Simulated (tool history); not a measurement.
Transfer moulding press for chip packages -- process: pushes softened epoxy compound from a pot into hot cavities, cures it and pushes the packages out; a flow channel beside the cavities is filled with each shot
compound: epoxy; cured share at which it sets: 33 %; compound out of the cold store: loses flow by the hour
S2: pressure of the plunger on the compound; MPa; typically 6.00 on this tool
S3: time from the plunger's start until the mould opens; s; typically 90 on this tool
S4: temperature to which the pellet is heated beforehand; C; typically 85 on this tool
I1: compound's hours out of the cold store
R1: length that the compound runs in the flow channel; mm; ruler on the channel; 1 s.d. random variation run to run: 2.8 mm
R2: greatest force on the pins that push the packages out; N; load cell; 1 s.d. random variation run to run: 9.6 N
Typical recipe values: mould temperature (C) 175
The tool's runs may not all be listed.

Run 1, hour 0.0: usual settings; I1 11.3. Result: R1 769 mm, R2 517 N.
At hour 24.6: mould's thermocouples calibrated.
At hour 47.1: plunger's sealing rings changed.
Run 2, hour 47.1: usual settings; I1 16.9. Result: R1 773 mm, R2 716 N.
At hour 64.2: cavities cleaned with cleaning compound and waxed.
Run 3, hour 88.4: usual settings but S4 93 C; I1 9.7. Result: R1 801 mm, R2 587 N.
Run 4, hour 122.1: usual settings but S4 93 C; I1 9.1. Result: R1 796 mm, R2 680 N.
At hour 135.9: cavities cleaned with cleaning compound and waxed.
Run 5, hour 142.5: usual settings but mould temperature (C) 178; I1 47.2. Result: R1 651 mm, R2 443 N.
Run 6, hour 172.0: usual settings but S2 4.65 MPa, S3 93 s; I1 11.6. Result: R1 684 mm, R2 640 N.
Run 7, hour 198.0: usual settings but S2 5.54 MPa; I1 11.5. Result: R1 751 mm, R2 697 N.
At hour 206.3: cavities cleaned with cleaning compound and waxed.
Run 8, hour 223.1: usual settings but mould temperature (C) 177, S2 6.03 MPa, S3 85 s; I1 38.4. Result: R1 675 mm, R2 546 N.
Run 9, hour 247.6: usual settings but mould temperature (C) 177, S2 6.03 MPa, S3 85 s; I1 33.0. Result: R1 694 mm, R2 655 N.
At hour 277.7: cavities cleaned with cleaning compound and waxed.
Run 10, hour 282.5: usual settings but mould temperature (C) 176, S2 5.29 MPa, S3 85 s, S4 82 C; I1 43.9. Result: R1 621 mm, R2 479 N.

4 options for the next run, each taken on its own from the tool as it stands now. Forecast them:
Run A, hour 314.6: usual settings but mould temperature (C) 176, S2 5.29 MPa, S3 85 s, S4 89 C; I1 20.7. Result: R1 ?, R2 ?.
Run B, hour 314.6: usual settings but S3 93 s, S4 82 C; I1 22.9. Result: R1 ?, R2 ?.
Run C, hour 314.6: usual settings but mould temperature (C) 176, S3 109 s, S4 92 C; I1 21.2. Result: R1 ?, R2 ?.
Run D, hour 314.6: usual settings but mould temperature (C) 174, S3 115 s, S4 75 C; I1 23.4. Result: R1 ?, R2 ?.

run   R1   R2
  A  689  658
  B  724  607
  C  730  574
  D  727  579
What these runs would have given with no unlogged condition in the tool:
run   R1   R2
  A  711  464
  B  748  428
  C  754  405
  D  751  410

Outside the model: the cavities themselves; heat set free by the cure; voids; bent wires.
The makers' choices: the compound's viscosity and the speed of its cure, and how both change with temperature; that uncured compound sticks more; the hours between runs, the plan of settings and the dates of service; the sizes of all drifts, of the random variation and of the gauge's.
